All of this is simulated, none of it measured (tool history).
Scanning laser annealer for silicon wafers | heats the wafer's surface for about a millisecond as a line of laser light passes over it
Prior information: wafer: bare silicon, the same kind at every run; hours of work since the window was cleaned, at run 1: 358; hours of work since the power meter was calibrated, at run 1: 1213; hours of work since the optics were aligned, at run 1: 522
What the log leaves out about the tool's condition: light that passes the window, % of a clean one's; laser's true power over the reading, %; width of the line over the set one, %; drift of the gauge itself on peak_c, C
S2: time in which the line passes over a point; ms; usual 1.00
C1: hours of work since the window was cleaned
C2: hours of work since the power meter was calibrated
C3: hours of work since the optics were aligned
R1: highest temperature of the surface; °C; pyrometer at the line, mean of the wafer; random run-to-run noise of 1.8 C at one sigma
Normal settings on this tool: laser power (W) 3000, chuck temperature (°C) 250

{"run": 1, "hour": 0.0, "laser power (W)": 3000, "S2": 1.0, "chuck temperature (°C)": 250, "C1": 358, "C2": 1213, "C3": 522, "R1": 1071}
{"run": 2, "hour": 67.3, "laser power (W)": 3000, "S2": 1.0, "chuck temperature (°C)": 250, "C1": 386, "C2": 1240, "C3": 550, "R1": 1071}
{"run": 3, "hour": 116.5, "laser power (W)": 3000, "S2": 1.0, "chuck temperature (°C)": 250, "C1": 406, "C2": 1261, "C3": 570, "R1": 1071}
{"run": 4, "hour": 171.5, "laser power (W)": 3000, "S2": 1.0, "chuck temperature (°C)": 250, "C1": 428, "C2": 1283, "C3": 593, "R1": 1069}
{"run": 5, "hour": 220.8, "laser power (W)": 3000, "S2": 1.0, "chuck temperature (°C)": 250, "C1": 449, "C2": 1303, "C3": 613, "R1": 1072}
{"run": 6, "hour": 283.1, "laser power (W)": 3000, "S2": 1.0, "chuck temperature (°C)": 236, "C1": 474, "C2": 1329, "C3": 638, "R1": 1057}
{"run": 7, "hour": 340.4, "laser power (W)": 3000, "S2": 1.0, "chuck temperature (°C)": 236, "C1": 498, "C2": 1352, "C3": 662, "R1": 1056}
{"run": 8, "hour": 386.6, "laser power (W)": 3000, "S2": 0.7, "chuck temperature (°C)": 243, "C1": 517, "C2": 1371, "C3": 681, "R1": 927}
{"run": 9, "hour": 426.9, "laser power (W)": 2709, "S2": 1.04, "chuck temperature (°C)": 248, "C1": 533, "C2": 1388, "C3": 697, "R1": 1011}
{"run": 10, "hour": 484.8, "laser power (W)": 2709, "S2": 1.04, "chuck temperature (°C)": 248, "C1": 557, "C2": 1411, "C3": 721, "R1": 1010}
{"run": 11, "hour": 538.9, "laser power (W)": 2709, "S2": 1.04, "chuck temperature (°C)": 248, "C1": 579, "C2": 1434, "C3": 743, "R1": 1010}
{"run": 12, "hour": 575.6, "laser power (W)": 2895, "S2": 1.17, "chuck temperature (°C)": 250, "C1": 594, "C2": 1449, "C3": 758, "R1": 1112}
{"hour": 631.4, "done": "optics aligned, line set to its width"}
{"run": 13, "hour": 653.4, "laser power (W)": 3150, "S2": 0.85, "chuck temperature (°C)": 276, "C1": 624, "C2": 1478, "C3": 9, "R1": 1067}

3 ways to go on from here, each from the tool as it stands after run 13. What would each give?
{"run": "A", "hour": 700.3, "laser power (W)": 2600, "S2": 1.16, "chuck temperature (°C)": 276, "C1": 643, "C2": 1498, "C3": 28, "R1": "?"}
{"run": "B", "hour": 700.3, "laser power (W)": 2631, "S2": 0.7, "chuck temperature (°C)": 241, "C1": 643, "C2": 1498, "C3": 28, "R1": "?"}
{"run": "C", "hour": 700.3, "laser power (W)": 2920, "S2": 0.7, "chuck temperature (°C)": 213, "C1": 643, "C2": 1498, "C3": 28, "R1": "?"}

run=A R1=1051
run=B R1=843
run=C R1=878
Stripped of hidden state, with their random variation kept, the same runs would have yielded:
run=A R1=1052
run=B R1=844
run=C R1=878
